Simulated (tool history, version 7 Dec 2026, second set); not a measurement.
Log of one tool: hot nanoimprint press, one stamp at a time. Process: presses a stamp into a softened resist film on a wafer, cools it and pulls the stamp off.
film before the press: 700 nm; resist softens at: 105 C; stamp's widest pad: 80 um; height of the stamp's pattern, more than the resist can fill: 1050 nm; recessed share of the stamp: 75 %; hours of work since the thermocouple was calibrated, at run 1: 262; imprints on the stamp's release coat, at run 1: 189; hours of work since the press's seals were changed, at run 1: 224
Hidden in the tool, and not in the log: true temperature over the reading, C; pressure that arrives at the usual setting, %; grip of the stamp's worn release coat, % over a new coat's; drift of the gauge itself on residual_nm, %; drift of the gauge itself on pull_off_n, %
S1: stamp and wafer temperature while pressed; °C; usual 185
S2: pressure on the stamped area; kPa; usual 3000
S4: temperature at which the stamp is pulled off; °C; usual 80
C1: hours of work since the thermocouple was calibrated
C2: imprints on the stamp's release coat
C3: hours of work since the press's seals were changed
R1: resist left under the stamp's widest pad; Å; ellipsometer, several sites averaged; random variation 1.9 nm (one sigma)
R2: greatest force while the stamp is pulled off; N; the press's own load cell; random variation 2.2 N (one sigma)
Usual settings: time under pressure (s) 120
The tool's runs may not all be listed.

{"run": 1, "hour": 0.0, "S1": 185, "S2": 3000, "time under pressure (s)": 120, "S4": 80, "C1": 262, "C2": 189, "C3": 224, "R1": 3785, "R2": 232}
{"run": 2, "hour": 22.6, "S1": 185, "S2": 3000, "time under pressure (s)": 120, "S4": 80, "C1": 277, "C2": 258, "C3": 239, "R1": 3801, "R2": 236}
{"run": 3, "hour": 68.2, "S1": 185, "S2": 3000, "time under pressure (s)": 120, "S4": 80, "C1": 308, "C2": 396, "C3": 270, "R1": 3826, "R2": 238}
{"run": 4, "hour": 108.9, "S1": 185, "S2": 3000, "time under pressure (s)": 120, "S4": 80, "C1": 336, "C2": 520, "C3": 298, "R1": 3882, "R2": 242}
{"run": 5, "hour": 155.5, "S1": 185, "S2": 3000, "time under pressure (s)": 120, "S4": 80, "C1": 368, "C2": 661, "C3": 330, "R1": 3865, "R2": 248}
{"hour": 166.9, "done": "stamp cleaned and given a new release coat"}
{"run": 6, "hour": 188.0, "S1": 185, "S2": 3000, "time under pressure (s)": 120, "S4": 80, "C1": 386, "C2": 64, "C3": 348, "R1": 3922, "R2": 232}
{"run": 7, "hour": 219.6, "S1": 185, "S2": 3000, "time under pressure (s)": 120, "S4": 80, "C1": 407, "C2": 160, "C3": 369, "R1": 3892, "R2": 231}
{"run": 8, "hour": 257.4, "S1": 185, "S2": 3000, "time under pressure (s)": 120, "S4": 80, "C1": 433, "C2": 275, "C3": 395, "R1": 3948, "R2": 236}
{"hour": 275.5, "done": "plate thermocouple calibrated"}
{"run": 9, "hour": 291.8, "S1": 185, "S2": 3000, "time under pressure (s)": 120, "S4": 80, "C1": 11, "C2": 370, "C3": 416, "R1": 4077, "R2": 249}
{"run": 10, "hour": 330.6, "S1": 185, "S2": 3000, "time under pressure (s)": 120, "S4": 80, "C1": 38, "C2": 488, "C3": 443, "R1": 4101, "R2": 251}
{"run": 11, "hour": 351.0, "S1": 185, "S2": 3000, "time under pressure (s)": 120, "S4": 80, "C1": 51, "C2": 549, "C3": 457, "R1": 4091, "R2": 255}
{"run": 12, "hour": 372.8, "S1": 185, "S2": 3000, "time under pressure (s)": 120, "S4": 80, "C1": 66, "C2": 616, "C3": 471, "R1": 4133, "R2": 256}
{"hour": 398.1, "done": "stamp cleaned and given a new release coat"}
{"hour": 409.6, "done": "plate thermocouple calibrated, once more"}
{"run": 13, "hour": 424.1, "S1": 179, "S2": 2290, "time under pressure (s)": 120, "S4": 80, "C1": 10, "C2": 70, "C3": 500, "R1": 4885, "R2": 226}
{"run": 14, "hour": 445.6, "S1": 194, "S2": 3180, "time under pressure (s)": 134, "S4": 80, "C1": 24, "C2": 135, "C3": 515, "R1": 2509, "R2": 223}
{"run": 15, "hour": 465.2, "S1": 194, "S2": 3180, "time under pressure (s)": 134, "S4": 80, "C1": 38, "C2": 194, "C3": 528, "R1": 2566, "R2": 221}
{"run": 16, "hour": 487.2, "S1": 185, "S2": 4130, "time under pressure (s)": 120, "S4": 80, "C1": 53, "C2": 261, "C3": 543, "R1": 3262, "R2": 229}
{"run": 17, "hour": 528.9, "S1": 185, "S2": 1900, "time under pressure (s)": 120, "S4": 80, "C1": 81, "C2": 388, "C3": 571, "R1": 4472, "R2": 235}
{"run": 18, "hour": 550.0, "S1": 185, "S2": 3000, "time under pressure (s)": 137, "S4": 80, "C1": 95, "C2": 452, "C3": 586, "R1": 3580, "R2": 237}
{"run": 19, "hour": 585.9, "S1": 185, "S2": 3000, "time under pressure (s)": 137, "S4": 80, "C1": 120, "C2": 561, "C3": 610, "R1": 3572, "R2": 241}
{"run": 20, "hour": 622.7, "S1": 174, "S2": 2940, "time under pressure (s)": 109, "S4": 71, "C1": 145, "C2": 672, "C3": 635, "R1": 5374, "R2": 296}
{"hour": 632.5, "done": "stamp cleaned and given a new release coat"}
{"run": 21, "hour": 656.5, "S1": 189, "S2": 3100, "time under pressure (s)": 70, "S4": 68, "C1": 164, "C2": 73, "C3": 654, "R1": 3980, "R2": 292}
{"run": 22, "hour": 690.9, "S1": 182, "S2": 4410, "time under pressure (s)": 77, "S4": 67, "C1": 187, "C2": 177, "C3": 678, "R1": 4133, "R2": 305}
{"run": 23, "hour": 719.3, "S1": 185, "S2": 2640, "time under pressure (s)": 120, "S4": 77, "C1": 206, "C2": 263, "C3": 697, "R1": 4017, "R2": 247}
{"run": 24, "hour": 744.6, "S1": 191, "S2": 1840, "time under pressure (s)": 120, "S4": 77, "C1": 224, "C2": 340, "C3": 714, "R1": 3867, "R2": 254}

3 ways to go on from here, each from the tool as it stands after run 24. What would each give?
{"run": "A", "hour": 777.7, "S1": 191, "S2": 1840, "time under pressure (s)": 227, "S4": 69, "C1": 246, "C2": 440, "C3": 737, "R1": "?", "R2": "?"}
{"run": "B", "hour": 777.7, "S1": 185, "S2": 3000, "time under pressure (s)": 224, "S4": 77, "C1": 246, "C2": 440, "C3": 737, "R1": "?", "R2": "?"}
{"run": "C", "hour": 777.7, "S1": 195, "S2": 2190, "time under pressure (s)": 170, "S4": 80, "C1": 246, "C2": 440, "C3": 737, "R1": "?", "R2": "?"}

run=A R1=3084 R2=306
run=B R1=3096 R2=253
run=C R1=2769 R2=236
Without the tool's hidden state the same runs would have given:
run=A R1=2959 R2=284
run=B R1=2947 R2=233
run=C R1=2652 R2=217

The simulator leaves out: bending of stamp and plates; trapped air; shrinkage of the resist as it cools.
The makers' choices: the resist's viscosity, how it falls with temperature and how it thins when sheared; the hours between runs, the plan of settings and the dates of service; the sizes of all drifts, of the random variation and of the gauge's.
